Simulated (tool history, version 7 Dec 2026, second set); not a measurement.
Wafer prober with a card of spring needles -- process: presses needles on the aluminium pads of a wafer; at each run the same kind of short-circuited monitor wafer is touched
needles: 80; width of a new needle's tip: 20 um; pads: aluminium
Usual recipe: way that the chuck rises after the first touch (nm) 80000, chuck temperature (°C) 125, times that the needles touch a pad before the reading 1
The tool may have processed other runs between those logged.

run   hour  way that the chuck rises after the first touch (nm)  chuck temperature (°C)  times that the needles touch a pad before the reading  resistance of one needle with its contact and lead (mohm)  way that a needle slides on the pad (nm)
  1      0                                                80000                     125                                                      1                                                        262                                     16490
       9.4  -- tips cleaned on abrasive film
      18.8  -- tips cleaned on abrasive film
      27.6  -- tips cleaned on abrasive film
  2   27.6                                                80000                     125                                                      1                                                        263                                     16700
        37  -- tips cleaned on abrasive film
      46.4  -- tips cleaned on abrasive film
        54  -- tips cleaned on abrasive film
      63.4  -- tips cleaned on abrasive film
  3   65.3                                                80000                     125                                                      3                                                        264                                     16680
        71  -- tips cleaned on abrasive film
      80.4  -- tips cleaned on abrasive film
  4   87.4                                                80000                     125                                                      3                                                        262                                     16760
      89.3  -- tips cleaned on abrasive film
      98.7  -- tips cleaned on abrasive film
     106.3  -- tips cleaned on abrasive film
     115.7  -- tips cleaned on abrasive film
     123.2  -- tips cleaned on abrasive film
  5  126.4                                                80000                     125                                                      3                                                        267                                     16800
     132.1  -- tips cleaned on abrasive film
     141.5  -- tips cleaned on abrasive film
     150.9  -- tips cleaned on abrasive film
     160.3  -- tips cleaned on abrasive film
     169.7  -- tips cleaned on abrasive film
  6  170.5                                                80000                     125                                                      3                                                        263                                     16650
     178.1  -- tips cleaned on abrasive film
     187.5  -- tips cleaned on abrasive film
  7  193.4                                                80000                     125                                                      3                                                        267                                     16710
     195.3  -- tips cleaned on abrasive film
     204.7  -- tips cleaned on abrasive film
     214.1  -- tips cleaned on abrasive film
     223.5  -- tips cleaned on abrasive film
     223.8  -- height of the first contact set anew
     231.9  -- tips cleaned on abrasive film
  8  231.9                                                80000                     125                                                      3                                                        259                                     16910
     241.3  -- tips cleaned on abrasive film
     250.7  -- tips cleaned on abrasive film
     258.2  -- tips cleaned on abrasive film
  9  265.6                                                80000                     125                                                      3                                                        264                                     16740
     267.6  -- tips cleaned on abrasive film
       277  -- tips cleaned on abrasive film
     286.4  -- tips cleaned on abrasive film
     293.9  -- tips cleaned on abrasive film
     303.3  -- tips cleaned on abrasive film
     311.4  -- tips cleaned on abrasive film
 10  311.4                                                80000                     125                                                      2                                                        267                                     16820
     320.8  -- tips cleaned on abrasive film
     328.4  -- tips cleaned on abrasive film
     337.8  -- tips cleaned on abrasive film
     347.2  -- tips cleaned on abrasive film
 11  352.6                                                80000                      41                                                      2                                                        245                                     16710
     356.4  -- tips cleaned on abrasive film
       364  -- tips cleaned on abrasive film
     373.4  -- tips cleaned on abrasive film
 12  374.8                                                80000                     125                                                      1                                                        265                                     16860
     382.4  -- tips cleaned on abrasive film
     391.8  -- tips cleaned on abrasive film
     401.2  -- tips cleaned on abrasive film
     408.7  -- tips cleaned on abrasive film
 13    414                                                80000                     125                                                      1                                                        265                                     16610
     417.8  -- tips cleaned on abrasive film
     427.2  -- tips cleaned on abrasive film
     434.7  -- tips cleaned on abrasive film
     442.3  -- tips cleaned on abrasive film
     451.7  -- tips cleaned on abrasive film
 14    456                                                65000                      92                                                      1                                                        255                                     13630
     459.8  -- tips cleaned on abrasive film
     467.4  -- tips cleaned on abrasive film
     474.9  -- tips cleaned on abrasive film
 15  481.8                                                80000                     125                                                      2                                                        264                                     16820
     483.8  -- tips cleaned on abrasive film
     493.2  -- tips cleaned on abrasive film
     500.7  -- tips cleaned on abrasive film
     510.1  -- tips cleaned on abrasive film
 16  515.2                                                80000                     125                                                      2                                                        262                                     16810
       519  -- tips cleaned on abrasive film
     528.4  -- tips cleaned on abrasive film
     537.8  -- tips cleaned on abrasive film
     545.4  -- tips cleaned on abrasive film
     554.8  -- tips cleaned on abrasive film
 17  560.6                                                70000                      28                                                      1                                                        240                                     14720
     562.6  -- tips cleaned on abrasive film
     570.1  -- tips cleaned on abrasive film
     577.7  -- tips cleaned on abrasive film
     587.1  -- tips cleaned on abrasive film
     591.1  -- height of the first contact set anew
 18  592.5                                                70000                      61                                                      2                                                        247                                     14640
     596.3  -- tips cleaned on abrasive film
     603.8  -- tips cleaned on abrasive film
     613.2  -- tips cleaned on abrasive film
     620.8  -- tips cleaned on abrasive film
     630.2  -- tips cleaned on abrasive film
 19  632.3                                                70000                      61                                                      2                                                        249                                     14770
       638  -- tips cleaned on abrasive film
     647.4  -- tips cleaned on abrasive film
 20    651                                                65000                     125                                                      1                                                        263                                     13820
     656.7  -- tips cleaned on abrasive film
     666.1  -- tips cleaned on abrasive film
     673.7  -- tips cleaned on abrasive film
     683.1  -- tips cleaned on abrasive film
 21  688.3                                                81000                     125                                                      1                                                        263                                     17140
     692.1  -- tips cleaned on abrasive film
     701.5  -- tips cleaned on abrasive film
     709.1  -- tips cleaned on abrasive film
 22  715.2                                                81000                     125                                                      1                                                        266                                     17200
     717.2  -- tips cleaned on abrasive film
     726.6  -- tips cleaned on abrasive film
       736  -- tips cleaned on abrasive film
     745.4  -- tips cleaned on abrasive film
 23    749                                                83000                      96                                                      2                                                        254                                     17620
     754.7  -- tips cleaned on abrasive film
     762.2  -- tips cleaned on abrasive film
     769.8  -- tips cleaned on abrasive film
     779.2  -- tips cleaned on abrasive film
     786.6  -- gauge calibrated
     786.7  -- tips cleaned on abrasive film
 24  791.9                                                65000                     125                                                      1                                                        266                                     13380
     795.7  -- tips cleaned on abrasive film
     803.3  -- tips cleaned on abrasive film
     812.7  -- tips cleaned on abrasive film
     822.1  -- tips cleaned on abrasive film
     831.5  -- tips cleaned on abrasive film
 25  836.2                                                92000                      61                                                      1                                                        246                                     19050
       840  -- tips cleaned on abrasive film
     847.5  -- tips cleaned on abrasive film
     856.9  -- tips cleaned on abrasive film
     864.6  -- tips cleaned on abrasive film
 26  864.6                                                80000                     125                                                      2                                                        261                                     16650

Predict each of these 3 candidate next runs independently; none follows another, all start after run 26:
     872.1  -- tips cleaned on abrasive film
     879.7  -- tips cleaned on abrasive film
     889.1  -- tips cleaned on abrasive film
     896.6  -- tips cleaned on abrasive film
  A  901.9                                                74000                      89                                                      1                                                          ?                                         ?
     872.1  -- tips cleaned on abrasive film
     879.7  -- tips cleaned on abrasive film
     889.1  -- tips cleaned on abrasive film
     896.6  -- tips cleaned on abrasive film
  B  901.9                                                80000                     125                                                      2                                                          ?                                         ?
     872.1  -- tips cleaned on abrasive film
     879.7  -- tips cleaned on abrasive film
     889.1  -- tips cleaned on abrasive film
     896.6  -- tips cleaned on abrasive film
  C  901.9                                                80000                      36                                                      1                                                          ?                                         ?

run  resistance of one needle with its contact and lead (mohm)  way that a needle slides on the pad (nm)
  A                                                        259                                     15360
  B                                                        266                                     16690
  C                                                        242                                     16650
With the hidden condition removed and each run's random variation left untouched, the same runs would have given:
run  resistance of one needle with its contact and lead (mohm)  way that a needle slides on the pad (nm)
  A                                                        259                                     15320
  B                                                        265                                     16650
  C                                                        241                                     16610
